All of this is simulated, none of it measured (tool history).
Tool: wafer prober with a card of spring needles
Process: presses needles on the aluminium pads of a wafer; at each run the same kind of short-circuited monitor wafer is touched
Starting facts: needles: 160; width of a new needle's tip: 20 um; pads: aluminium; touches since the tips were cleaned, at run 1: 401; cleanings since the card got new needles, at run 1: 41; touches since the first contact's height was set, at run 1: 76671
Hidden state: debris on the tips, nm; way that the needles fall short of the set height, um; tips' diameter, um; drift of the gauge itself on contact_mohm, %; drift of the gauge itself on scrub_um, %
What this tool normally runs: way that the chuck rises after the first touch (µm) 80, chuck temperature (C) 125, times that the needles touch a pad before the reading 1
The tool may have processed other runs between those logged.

run	hour	way that the chuck rises after the first touch (µm)	chuck temperature (C)	times that the needles touch a pad before the reading	touches since the tips were cleaned	cleanings since the card got new needles	touches since the first contact's height was set	resistance of one needle with its contact and lead (mohm)	way that a needle slides on the pad (µm)
1	0	80	125	1	401	41	76671	204	12.737
# hour 11.6: tips cleaned on abrasive film
# hour 25.6: tips cleaned on abrasive film
2	30.7	84	125	1	2561	43	91885	204	13.353
# hour 39.1: tips cleaned on abrasive film
# hour 51.3: tips cleaned on abrasive film
3	61.6	80	125	2	5125	45	107144	206	12.74
# hour 64.1: tips cleaned on abrasive film
# hour 78.8: tips cleaned on abrasive film
4	80.3	81	125	2	750	47	116378	204	12.909
# hour 91.6: tips cleaned on abrasive film
# hour 105.1: tips cleaned on abrasive film
5	109.4	81	125	2	2142	49	130758	204	12.91
# hour 118.4: tips cleaned on abrasive film
6	127.3	81	125	2	4481	50	139658	204	12.929
# hour 130.8: tips cleaned on abrasive film
# hour 143.9: tips cleaned on abrasive film
7	145.9	81	125	2	965	52	148779	203	12.927
# hour 157.2: tips cleaned on abrasive film
8	163.7	81	125	2	3221	53	157596	204	12.932
# hour 170.7: tips cleaned on abrasive film
9	181.5	80	58	1	5386	54	166442	193	12.783
# hour 183.3: tips cleaned on abrasive film
# hour 196.3: tips cleaned on abrasive film
# hour 209.3: tips cleaned on abrasive film
10	212.3	95	125	1	1497	57	181634	202	15.19

Forecast run 11:
# hour 222.6: tips cleaned on abrasive film
# hour 227.7: height of the first contact set anew
# hour 235.6: tips cleaned on abrasive film
11	240.1	95	125	1	2213	59	6078	?	?

resistance of one needle with its contact and lead (mohm): 203
way that a needle slides on the pad (µm): 15.209
With no hidden state in the tool, this same run would have given resistance of one needle with its contact and lead (mohm) 203, way that a needle slides on the pad (µm) 15.117.
